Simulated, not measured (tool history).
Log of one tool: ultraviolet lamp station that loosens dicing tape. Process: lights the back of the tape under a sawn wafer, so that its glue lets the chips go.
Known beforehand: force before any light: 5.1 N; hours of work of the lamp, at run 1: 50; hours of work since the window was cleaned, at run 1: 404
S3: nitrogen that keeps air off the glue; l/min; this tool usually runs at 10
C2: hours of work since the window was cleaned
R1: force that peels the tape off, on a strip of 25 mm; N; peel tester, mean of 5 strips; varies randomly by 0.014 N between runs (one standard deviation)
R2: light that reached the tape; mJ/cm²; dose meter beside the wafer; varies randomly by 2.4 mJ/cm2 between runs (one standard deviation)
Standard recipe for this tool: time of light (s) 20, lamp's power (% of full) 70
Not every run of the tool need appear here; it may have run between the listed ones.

run 1 day=0 | time_of_light_(s)=20 lamp's_power_(%_of_full)=70 S3=10 | hours_of_work_of_the_lamp=50 C2=404 | R1=0.65 R2=270
run 2 day=0.779 | time_of_light_(s)=20 lamp's_power_(%_of_full)=70 S3=10 | hours_of_work_of_the_lamp=59 C2=414 | R1=0.643 R2=266
run 3 day=1.483 | time_of_light_(s)=20 lamp's_power_(%_of_full)=70 S3=10 | hours_of_work_of_the_lamp=67 C2=422 | R1=0.636 R2=267
run 4 day=1.925 | time_of_light_(s)=20 lamp's_power_(%_of_full)=70 S3=10 | hours_of_work_of_the_lamp=73 C2=427 | R1=0.662 R2=265
run 5 day=2.633 | time_of_light_(s)=20 lamp's_power_(%_of_full)=64 S3=10 | hours_of_work_of_the_lamp=81 C2=435 | R1=0.69 R2=250
run 6 day=3.488 | time_of_light_(s)=20 lamp's_power_(%_of_full)=64 S3=10 | hours_of_work_of_the_lamp=91 C2=445 | R1=0.733 R2=249
run 7 day=4.012 | time_of_light_(s)=20 lamp's_power_(%_of_full)=64 S3=3 | hours_of_work_of_the_lamp=97 C2=452 | R1=1.31 R2=244
run 8 day=4.45 | time_of_light_(s)=20 lamp's_power_(%_of_full)=64 S3=3 | hours_of_work_of_the_lamp=102 C2=457 | R1=1.315 R2=243
run 9 day=5.375 | time_of_light_(s)=20 lamp's_power_(%_of_full)=70 S3=4 | hours_of_work_of_the_lamp=113 C2=467 | R1=1.055 R2=269
run 10 day=6.288 | time_of_light_(s)=20 lamp's_power_(%_of_full)=70 S3=10 | hours_of_work_of_the_lamp=124 C2=478 | R1=0.637 R2=265
run 11 day=6.792 | time_of_light_(s)=20 lamp's_power_(%_of_full)=70 S3=10 | hours_of_work_of_the_lamp=130 C2=484 | R1=0.645 R2=271
run 12 day=7.546 | time_of_light_(s)=20 lamp's_power_(%_of_full)=70 S3=10 | hours_of_work_of_the_lamp=139 C2=493 | R1=0.65 R2=270
run 13 day=8.467 | time_of_light_(s)=20 lamp's_power_(%_of_full)=70 S3=10 | hours_of_work_of_the_lamp=149 C2=504 | R1=0.63 R2=268
run 14 day=8.933 | time_of_light_(s)=20 lamp's_power_(%_of_full)=70 S3=10 | hours_of_work_of_the_lamp=155 C2=509 | R1=0.612 R2=268
run 15 day=9.354 | time_of_light_(s)=20 lamp's_power_(%_of_full)=70 S3=10 | hours_of_work_of_the_lamp=160 C2=514 | R1=0.622 R2=275
run 16 day=10.217 | time_of_light_(s)=20 lamp's_power_(%_of_full)=70 S3=10 | hours_of_work_of_the_lamp=170 C2=524 | R1=0.631 R2=265
run 17 day=10.917 | time_of_light_(s)=20 lamp's_power_(%_of_full)=73 S3=10 | hours_of_work_of_the_lamp=178 C2=533 | R1=0.598 R2=278
run 18 day=11.354 | time_of_light_(s)=20 lamp's_power_(%_of_full)=73 S3=10 | hours_of_work_of_the_lamp=183 C2=538 | R1=0.587 R2=277
run 19 day=11.821 | time_of_light_(s)=20 lamp's_power_(%_of_full)=73 S3=10 | hours_of_work_of_the_lamp=189 C2=543 | R1=0.6 R2=278
-- day=12.175 window cleaned of glue's vapour
run 20 day=12.671 | time_of_light_(s)=20 lamp's_power_(%_of_full)=73 S3=10 | hours_of_work_of_the_lamp=199 C2=6 | R1=0.572 R2=282
run 21 day=13.567 | time_of_light_(s)=20 lamp's_power_(%_of_full)=73 S3=10 | hours_of_work_of_the_lamp=209 C2=16 | R1=0.558 R2=280
run 22 day=14.238 | time_of_light_(s)=20 lamp's_power_(%_of_full)=73 S3=10 | hours_of_work_of_the_lamp=217 C2=24 | R1=0.578 R2=282
run 23 day=14.675 | time_of_light_(s)=26 lamp's_power_(%_of_full)=61 S3=5 | hours_of_work_of_the_lamp=222 C2=29 | R1=0.76 R2=301
run 24 day=15.192 | time_of_light_(s)=21 lamp's_power_(%_of_full)=67 S3=5 | hours_of_work_of_the_lamp=228 C2=35 | R1=0.916 R2=272
run 25 day=15.912 | time_of_light_(s)=20 lamp's_power_(%_of_full)=67 S3=3 | hours_of_work_of_the_lamp=237 C2=44 | R1=1.298 R2=253
run 26 day=16.879 | time_of_light_(s)=12 lamp's_power_(%_of_full)=85 S3=4 | hours_of_work_of_the_lamp=248 C2=55 | R1=1.523 R2=194
run 27 day=17.808 | time_of_light_(s)=12 lamp's_power_(%_of_full)=85 S3=4 | hours_of_work_of_the_lamp=259 C2=66 | R1=1.546 R2=196
run 28 day=18.767 | time_of_light_(s)=16 lamp's_power_(%_of_full)=99 S3=18 | hours_of_work_of_the_lamp=270 C2=77 | R1=0.394 R2=300
run 29 day=19.483 | time_of_light_(s)=20 lamp's_power_(%_of_full)=67 S3=9 | hours_of_work_of_the_lamp=279 C2=86 | R1=0.735 R2=256
run 30 day=20.017 | time_of_light_(s)=12 lamp's_power_(%_of_full)=62 S3=6 | hours_of_work_of_the_lamp=285 C2=92 | R1=1.853 R2=141
run 31 day=20.704 | time_of_light_(s)=39 lamp's_power_(%_of_full)=88 S3=8 | hours_of_work_of_the_lamp=293 C2=100 | R1=0.223 R2=656
run 32 day=21.533 | time_of_light_(s)=11 lamp's_power_(%_of_full)=70 S3=18 | hours_of_work_of_the_lamp=303 C2=110 | R1=1.206 R2=151
run 33 day=22.375 | time_of_light_(s)=30 lamp's_power_(%_of_full)=61 S3=16 | hours_of_work_of_the_lamp=313 C2=120 | R1=0.336 R2=350
run 34 day=23.342 | time_of_light_(s)=40 lamp's_power_(%_of_full)=61 S3=6 | hours_of_work_of_the_lamp=324 C2=131 | R1=0.345 R2=470
run 35 day=24.104 | time_of_light_(s)=28 lamp's_power_(%_of_full)=72 S3=4 | hours_of_work_of_the_lamp=333 C2=140 | R1=0.576 R2=388
run 36 day=25.062 | time_of_light_(s)=12 lamp's_power_(%_of_full)=71 S3=11 | hours_of_work_of_the_lamp=344 C2=151 | R1=1.269 R2=160
run 37 day=25.921 | time_of_light_(s)=12 lamp's_power_(%_of_full)=71 S3=11 | hours_of_work_of_the_lamp=354 C2=161 | R1=1.224 R2=162
run 38 day=26.525 | time_of_light_(s)=20 lamp's_power_(%_of_full)=82 S3=5 | hours_of_work_of_the_lamp=361 C2=169 | R1=0.748 R2=314
run 39 day=27.442 | time_of_light_(s)=20 lamp's_power_(%_of_full)=82 S3=5 | hours_of_work_of_the_lamp=372 C2=179 | R1=0.744 R2=311
run 40 day=28.112 | time_of_light_(s)=20 lamp's_power_(%_of_full)=70 S3=4 | hours_of_work_of_the_lamp=380 C2=187 | R1=0.991 R2=270
run 41 day=28.817 | time_of_light_(s)=11 lamp's_power_(%_of_full)=66 S3=4 | hours_of_work_of_the_lamp=388 C2=195 | R1=2.13 R2=137
run 42 day=29.767 | time_of_light_(s)=15 lamp's_power_(%_of_full)=65 S3=3 | hours_of_work_of_the_lamp=399 C2=207 | R1=1.805 R2=188
run 43 day=30.779 | time_of_light_(s)=24 lamp's_power_(%_of_full)=73 S3=6 | hours_of_work_of_the_lamp=411 C2=219 | R1=0.591 R2=332

Branching from run 43: 4 alternative next runs. What would each branch give?
run A day=31.5 | time_of_light_(s)=11 lamp's_power_(%_of_full)=79 S3=6 | hours_of_work_of_the_lamp=420 C2=227 | R1=? R2=?
run B day=31.5 | time_of_light_(s)=30 lamp's_power_(%_of_full)=70 S3=4 | hours_of_work_of_the_lamp=420 C2=227 | R1=? R2=?
run C day=31.5 | time_of_light_(s)=14 lamp's_power_(%_of_full)=82 S3=10 | hours_of_work_of_the_lamp=420 C2=227 | R1=? R2=?
run D day=31.5 | time_of_light_(s)=24 lamp's_power_(%_of_full)=73 S3=3 | hours_of_work_of_the_lamp=420 C2=227 | R1=? R2=?

run=A R1=1.626 R2=168
run=B R1=0.542 R2=400
run=C R1=0.843 R2=220
run=D R1=0.871 R2=337
What these runs would have given with no unlogged condition in the tool:
run=A R1=1.62 R2=169
run=B R1=0.539 R2=402
run=C R1=0.839 R2=220
run=D R1=0.866 R2=338

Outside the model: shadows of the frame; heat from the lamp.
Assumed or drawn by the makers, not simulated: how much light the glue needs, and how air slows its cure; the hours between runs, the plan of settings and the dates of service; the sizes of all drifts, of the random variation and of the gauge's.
